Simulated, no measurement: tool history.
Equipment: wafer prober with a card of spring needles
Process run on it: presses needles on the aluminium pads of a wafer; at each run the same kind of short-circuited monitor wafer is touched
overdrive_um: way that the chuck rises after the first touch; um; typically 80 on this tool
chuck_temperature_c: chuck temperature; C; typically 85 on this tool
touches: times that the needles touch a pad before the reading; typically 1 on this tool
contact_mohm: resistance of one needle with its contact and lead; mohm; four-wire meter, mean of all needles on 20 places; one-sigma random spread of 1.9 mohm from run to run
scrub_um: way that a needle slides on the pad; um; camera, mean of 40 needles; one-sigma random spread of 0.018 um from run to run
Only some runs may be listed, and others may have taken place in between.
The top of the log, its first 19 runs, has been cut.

run,hour,overdrive_um,chuck_temperature_c,touches,contact_mohm,scrub_um
# hour 137.8: tips cleaned on abrasive film
20,141.3,80,112,1,247,13.2
# hour 146.5: tips cleaned on abrasive film
21,151.1,81,86,1,246,13.34
# hour 155.3: tips cleaned on abrasive film
22,156.4,81,86,1,228,13.31
23,162.7,99,85,1,232,16.34
# hour 164.1: tips cleaned on abrasive film
24,170.1,99,77,1,228,16.3
# hour 173: tips cleaned on abrasive film
25,175.4,80,39,1,224,13.12
# hour 182.4: tips cleaned on abrasive film
26,182.8,69,54,2,211,11.25
# hour 191: tips cleaned on abrasive film
27,192.8,93,36,2,202,15.25
28,198.3,82,59,2,227,13.45
# hour 199.8: tips cleaned on abrasive film
29,202.8,82,59,2,219,13.4
# hour 208.9: tips cleaned on abrasive film
30,210.1,82,59,2,210,13.4
31,216.5,82,59,2,230,13.4
# hour 217.8: tips cleaned on abrasive film
32,222.7,82,59,2,224,13.4

Consider 5 possible next runs. They are alternatives, not a sequence: every one starts from the tool as it was left by run 32. What does each give?
# hour 226.9: tips cleaned on abrasive film
A,231.2,63,85,1,?,?
# hour 226.9: tips cleaned on abrasive film
B,231.2,80,57,2,?,?
# hour 226.9: tips cleaned on abrasive film
C,231.2,72,111,2,?,?
# hour 226.9: tips cleaned on abrasive film
D,231.2,88,51,2,?,?
# hour 226.9: tips cleaned on abrasive film
E,231.2,63,47,1,?,?

run,contact_mohm,scrub_um
A,267,10.2
B,226,13.02
C,241,11.7
D,218,14.36
E,262,10.19
With no hidden state in the tool, these same runs would have given:
run,contact_mohm,scrub_um
A,209,10.55
B,202,13.37
C,214,12.05
D,198,14.71
E,200,10.54
